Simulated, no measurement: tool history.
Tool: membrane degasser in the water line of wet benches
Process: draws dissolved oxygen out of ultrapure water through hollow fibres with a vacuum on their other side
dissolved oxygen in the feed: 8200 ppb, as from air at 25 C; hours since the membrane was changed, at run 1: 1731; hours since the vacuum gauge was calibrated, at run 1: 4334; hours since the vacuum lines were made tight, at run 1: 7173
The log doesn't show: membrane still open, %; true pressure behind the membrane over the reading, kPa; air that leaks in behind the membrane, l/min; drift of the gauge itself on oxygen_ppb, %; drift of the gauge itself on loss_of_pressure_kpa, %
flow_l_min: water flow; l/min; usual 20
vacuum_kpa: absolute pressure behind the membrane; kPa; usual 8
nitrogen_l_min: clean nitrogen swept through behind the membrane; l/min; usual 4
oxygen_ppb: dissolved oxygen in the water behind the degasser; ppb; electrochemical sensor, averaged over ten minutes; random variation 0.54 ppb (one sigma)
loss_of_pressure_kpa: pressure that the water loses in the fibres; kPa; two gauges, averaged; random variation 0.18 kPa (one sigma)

run	hour	flow_l_min	vacuum_kpa	nitrogen_l_min	hours since the membrane was changed	hours since the vacuum gauge was calibrated	hours since the vacuum lines were made tight	oxygen_ppb	loss_of_pressure_kpa
1	0	20	8	4	1731	4334	7173	64	31.59
2	73.6	20	8	4	1804	4407	7247	64.4	31.24
3	210.1	20	8	9.53	1941	4544	7383	29.3	31.31
4	321.5	20	8	9.53	2052	4655	7495	29.3	31.56
5	409.3	20	8	9.53	2140	4743	7582	28.7	31.42
6	527.1	20	8	4	2258	4861	7700	63.2	31.58
7	680.6	20	8	4	2411	5014	7854	63.9	31.93
8	835.2	20	8	4	2566	5169	8008	63.5	31.56
9	923	20	8	4	2654	5257	8096	63.7	31.71
10	1086.8	20	8	4	2818	5420	8260	65.1	31.67
11	1205.7	20	8	4	2936	5539	8379	64.4	31.6
12	1382.1	13	8	4	3113	5716	8555	41.9	20.55
13	1489.6	20	8	5.97	3220	5823	8663	45.1	31.7
14	1567.8	20	8	5.97	3299	5901	8741	45.3	31.58
15	1737.4	20	8	4	3468	6071	8910	65.1	31.52
16	1911.2	20	8	4	3642	6245	9084	64.8	31.76
17	2032.9	30	9.34	2.47	3764	6367	9206	189.5	47.67
# hour 2138.4: vacuum gauge calibrated
18	2178.5	30	9.34	2.47	3909	40	9351	186.8	47.38
19	2255.5	20	8	1.64	3986	117	9428	141.4	31.67
20	2359.4	20	8	4.35	4090	221	9532	59	31.93
21	2523	20	8	9.05	4253	385	9696	30.6	31.7
22	2684.9	20	4.87	9.05	4415	546	9857	12.5	31.72
23	2801.8	20	5.7	6.4	4532	663	9974	22.7	31.57
24	2910.2	26	7.14	3.85	4640	772	10083	74.3	41.37
25	3017.7	15	13.76	4.25	4748	879	10190	97.3	23.64
26	3131.4	15	13.76	4.25	4862	993	10304	97.8	23.65
# hour 3234.3: seals of the vacuum lines changed
27	3239.7	15	13.76	4.25	4968	1099	5	91.4	24.16
28	3352.4	28	6.65	3.37	5081	1212	118	79.4	44.89
29	3435.6	28	6.65	2.42	5164	1295	201	104.4	44.73
30	3546.8	13	9.83	9.22	5275	1406	313	23.9	20.58
31	3639.8	13	5.95	3.89	5368	1499	406	23.6	20.93

Forecast each of these 4 alternatives for the next run:
A	3813.1	20	18.9	6.59	5541	1673	579	?	?
B	3813.1	13	11.03	5.06	5541	1673	579	?	?
C	3813.1	20	16.88	4	5541	1673	579	?	?
D	3813.1	19	8	4	5541	1673	579	?	?

run	oxygen_ppb	loss_of_pressure_kpa
A	119.2	31.93
B	50.6	20.5
C	167.9	32.08
D	57.5	30.56
Without the tool's hidden state the same runs would have given:
run	oxygen_ppb	loss_of_pressure_kpa
A	118.1	31.02
B	50.2	19.9
C	166.6	31.17
D	56.7	29.7
